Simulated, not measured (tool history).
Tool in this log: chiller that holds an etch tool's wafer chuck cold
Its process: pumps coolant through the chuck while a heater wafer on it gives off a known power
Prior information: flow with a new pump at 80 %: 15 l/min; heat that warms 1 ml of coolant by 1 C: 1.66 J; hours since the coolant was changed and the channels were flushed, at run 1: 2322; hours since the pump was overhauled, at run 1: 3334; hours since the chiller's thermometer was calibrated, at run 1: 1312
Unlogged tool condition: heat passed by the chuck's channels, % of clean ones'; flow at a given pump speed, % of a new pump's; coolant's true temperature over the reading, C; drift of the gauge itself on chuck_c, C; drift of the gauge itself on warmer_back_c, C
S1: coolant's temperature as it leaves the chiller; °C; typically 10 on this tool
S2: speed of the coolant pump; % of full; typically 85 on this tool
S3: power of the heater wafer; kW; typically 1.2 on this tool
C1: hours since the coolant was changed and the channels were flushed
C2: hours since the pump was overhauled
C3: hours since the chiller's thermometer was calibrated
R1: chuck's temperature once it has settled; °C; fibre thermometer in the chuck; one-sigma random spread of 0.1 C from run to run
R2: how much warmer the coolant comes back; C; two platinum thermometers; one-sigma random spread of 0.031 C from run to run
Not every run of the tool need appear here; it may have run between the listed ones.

run   hour  S1  S2     S3    C1    C2    C3    R1    R2
  1      0  10  85    1.2  2322  3334  1312  23.4  2.76
  2   68.2  10  85    1.2  2390  3403  1381  23.4  2.73
  3  132.4  10  85    1.2  2454  3467  1445  23.4  2.79
  4  209.3  10  85    1.2  2531  3544  1522  23.2  2.77
  5  270.6  20  85    1.2  2592  3605  1583  33.4  2.82
  6    321  20  85    1.2  2643  3655  1633  33.5  2.79
  7  395.5  20  85    1.2  2717  3730  1708  33.3  2.83
  8  442.4   8  85    1.2  2764  3777  1755  21.2  2.83
  9  531.4  12  85    1.2  2853  3866  1844  25.2  2.83
 10  576.4  12  85    1.2  2898  3911  1889  25.2   2.9
 11  649.8  10  85   1.16  2972  3984  1962  22.8  2.83
 12  703.2  10  85  0.714  3025  4038  2016  17.9  1.73
 13  782.9  13  85  0.756  3105  4117  2095  21.4  1.82
 14    846  13  81  0.756  3168  4180  2158  21.5  1.99
 15  904.5  10  85  0.842  3226  4239  2217  19.3   2.1
 16  967.1  10  85  0.842  3289  4301  2279  19.3  2.13

What does the tool deliver on the next run?
 17  1053.6  10  97  0.651  3375  4388  2366   ?   ?

Run 17 produced R1 16.6 °C, R2 1.51 C.
Minus the tool's unlogged condition, the same run would have read R1 16.6 °C, R2 1.29 C.
